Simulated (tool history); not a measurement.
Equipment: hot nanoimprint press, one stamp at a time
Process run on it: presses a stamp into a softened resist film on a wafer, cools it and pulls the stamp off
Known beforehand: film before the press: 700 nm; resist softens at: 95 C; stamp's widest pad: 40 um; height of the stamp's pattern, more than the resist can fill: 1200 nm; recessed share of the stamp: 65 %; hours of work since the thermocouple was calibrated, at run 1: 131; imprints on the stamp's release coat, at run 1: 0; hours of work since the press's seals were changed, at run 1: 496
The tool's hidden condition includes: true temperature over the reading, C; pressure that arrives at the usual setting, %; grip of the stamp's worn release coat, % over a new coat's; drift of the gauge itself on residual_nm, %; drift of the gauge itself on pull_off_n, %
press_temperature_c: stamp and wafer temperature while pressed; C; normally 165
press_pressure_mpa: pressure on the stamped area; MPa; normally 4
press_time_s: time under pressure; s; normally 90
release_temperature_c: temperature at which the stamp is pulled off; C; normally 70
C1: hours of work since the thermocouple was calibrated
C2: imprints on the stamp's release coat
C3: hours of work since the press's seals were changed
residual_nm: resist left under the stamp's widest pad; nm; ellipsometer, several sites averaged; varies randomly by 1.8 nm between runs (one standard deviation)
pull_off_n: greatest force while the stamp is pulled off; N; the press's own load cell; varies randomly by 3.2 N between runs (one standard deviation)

run 1 day=0 | press_temperature_c=165 press_pressure_mpa=4 press_time_s=90 release_temperature_c=70 | C1=131 C2=0 C3=496 | residual_nm=285.3 pull_off_n=152
run 2 day=0.717 | press_temperature_c=155 press_pressure_mpa=4 press_time_s=90 release_temperature_c=70 | C1=139 C2=50 C3=505 | residual_nm=481.4 pull_off_n=155
run 3 day=1.579 | press_temperature_c=165 press_pressure_mpa=4 press_time_s=90 release_temperature_c=55 | C1=150 C2=109 C3=515 | residual_nm=287.4 pull_off_n=201
run 4 day=2.471 | press_temperature_c=165 press_pressure_mpa=4 press_time_s=90 release_temperature_c=55 | C1=161 C2=171 C3=526 | residual_nm=285.8 pull_off_n=200
run 5 day=3.421 | press_temperature_c=165 press_pressure_mpa=4 press_time_s=90 release_temperature_c=55 | C1=172 C2=237 C3=537 | residual_nm=284 pull_off_n=205
run 6 day=4.217 | press_temperature_c=165 press_pressure_mpa=4 press_time_s=47 release_temperature_c=55 | C1=182 C2=292 C3=547 | residual_nm=366.1 pull_off_n=203
run 7 day=5.004 | press_temperature_c=165 press_pressure_mpa=4 press_time_s=90 release_temperature_c=70 | C1=191 C2=347 C3=557 | residual_nm=282.7 pull_off_n=150
run 8 day=5.808 | press_temperature_c=165 press_pressure_mpa=4 press_time_s=90 release_temperature_c=70 | C1=201 C2=402 C3=566 | residual_nm=284.9 pull_off_n=145
run 9 day=6.879 | press_temperature_c=165 press_pressure_mpa=4 press_time_s=90 release_temperature_c=70 | C1=214 C2=476 C3=579 | residual_nm=287.3 pull_off_n=153
run 10 day=7.867 | press_temperature_c=165 press_pressure_mpa=4 press_time_s=90 release_temperature_c=70 | C1=226 C2=545 C3=591 | residual_nm=285.6 pull_off_n=153
run 11 day=8.775 | press_temperature_c=165 press_pressure_mpa=4 press_time_s=90 release_temperature_c=70 | C1=237 C2=608 C3=602 | residual_nm=287 pull_off_n=148
run 12 day=9.4 | press_temperature_c=165 press_pressure_mpa=4 press_time_s=90 release_temperature_c=70 | C1=244 C2=651 C3=610 | residual_nm=285.4 pull_off_n=155
run 13 day=10.446 | press_temperature_c=165 press_pressure_mpa=4 press_time_s=90 release_temperature_c=70 | C1=257 C2=723 C3=623 | residual_nm=286.2 pull_off_n=153
run 14 day=11.138 | press_temperature_c=165 press_pressure_mpa=4 press_time_s=90 release_temperature_c=70 | C1=266 C2=771 C3=631 | residual_nm=286.8 pull_off_n=145
run 15 day=12.046 | press_temperature_c=165 press_pressure_mpa=4 press_time_s=90 release_temperature_c=56 | C1=277 C2=834 C3=642 | residual_nm=286.2 pull_off_n=196
run 16 day=13.033 | press_temperature_c=160 press_pressure_mpa=2.61 press_time_s=100 release_temperature_c=60 | C1=289 C2=902 C3=654 | residual_nm=420.3 pull_off_n=184
-- day=13.642 stamp cleaned and given a new release coat
run 17 day=13.938 | press_temperature_c=160 press_pressure_mpa=2.61 press_time_s=100 release_temperature_c=60 | C1=296 C2=20 C3=662 | residual_nm=423.1 pull_off_n=190
run 18 day=14.796 | press_temperature_c=160 press_pressure_mpa=2.61 press_time_s=100 release_temperature_c=60 | C1=307 C2=80 C3=672 | residual_nm=420.8 pull_off_n=182
run 19 day=15.45 | press_temperature_c=166 press_pressure_mpa=3.45 press_time_s=72 release_temperature_c=75 | C1=315 C2=125 C3=680 | residual_nm=313.2 pull_off_n=137
run 20 day=15.9 | press_temperature_c=160 press_pressure_mpa=4.82 press_time_s=173 release_temperature_c=70 | C1=320 C2=156 C3=686 | residual_nm=272 pull_off_n=156
run 21 day=16.354 | press_temperature_c=154 press_pressure_mpa=4.04 press_time_s=90 release_temperature_c=70 | C1=326 C2=188 C3=691 | residual_nm=501.6 pull_off_n=145
run 22 day=17.117 | press_temperature_c=155 press_pressure_mpa=5.9 press_time_s=90 release_temperature_c=70 | C1=335 C2=240 C3=700 | residual_nm=429.1 pull_off_n=153
run 23 day=17.558 | press_temperature_c=161 press_pressure_mpa=3.34 press_time_s=90 release_temperature_c=71 | C1=340 C2=271 C3=706 | residual_nm=388.7 pull_off_n=149
run 24 day=18.604 | press_temperature_c=161 press_pressure_mpa=3.78 press_time_s=65 release_temperature_c=59 | C1=353 C2=344 C3=718 | residual_nm=411 pull_off_n=190
run 25 day=19.279 | press_temperature_c=161 press_pressure_mpa=3.78 press_time_s=65 release_temperature_c=59 | C1=361 C2=390 C3=726 | residual_nm=412.3 pull_off_n=181
run 26 day=20.154 | press_temperature_c=169 press_pressure_mpa=4 press_time_s=87 release_temperature_c=70 | C1=372 C2=451 C3=737 | residual_nm=227.2 pull_off_n=149
run 27 day=20.592 | press_temperature_c=169 press_pressure_mpa=4 press_time_s=87 release_temperature_c=70 | C1=377 C2=481 C3=742 | residual_nm=227.5 pull_off_n=150
run 28 day=21.108 | press_temperature_c=159 press_pressure_mpa=4.25 press_time_s=46 release_temperature_c=62 | C1=383 C2=517 C3=749 | residual_nm=477.3 pull_off_n=178
run 29 day=22.062 | press_temperature_c=165 press_pressure_mpa=4 press_time_s=59 release_temperature_c=58 | C1=395 C2=583 C3=760 | residual_nm=335.4 pull_off_n=189
run 30 day=22.892 | press_temperature_c=165 press_pressure_mpa=5.92 press_time_s=90 release_temperature_c=70 | C1=405 C2=640 C3=770 | residual_nm=240.9 pull_off_n=154

For each entry between runs, how does the tool's hidden state at the last listed run before it compare with that at the first listed run after it?
Between runs 16 and 17: stamp cleaned and given a new release coat (day 13.642)
  grip of the stamp's worn release coat, % over a new coat's: 0.7 -> 0

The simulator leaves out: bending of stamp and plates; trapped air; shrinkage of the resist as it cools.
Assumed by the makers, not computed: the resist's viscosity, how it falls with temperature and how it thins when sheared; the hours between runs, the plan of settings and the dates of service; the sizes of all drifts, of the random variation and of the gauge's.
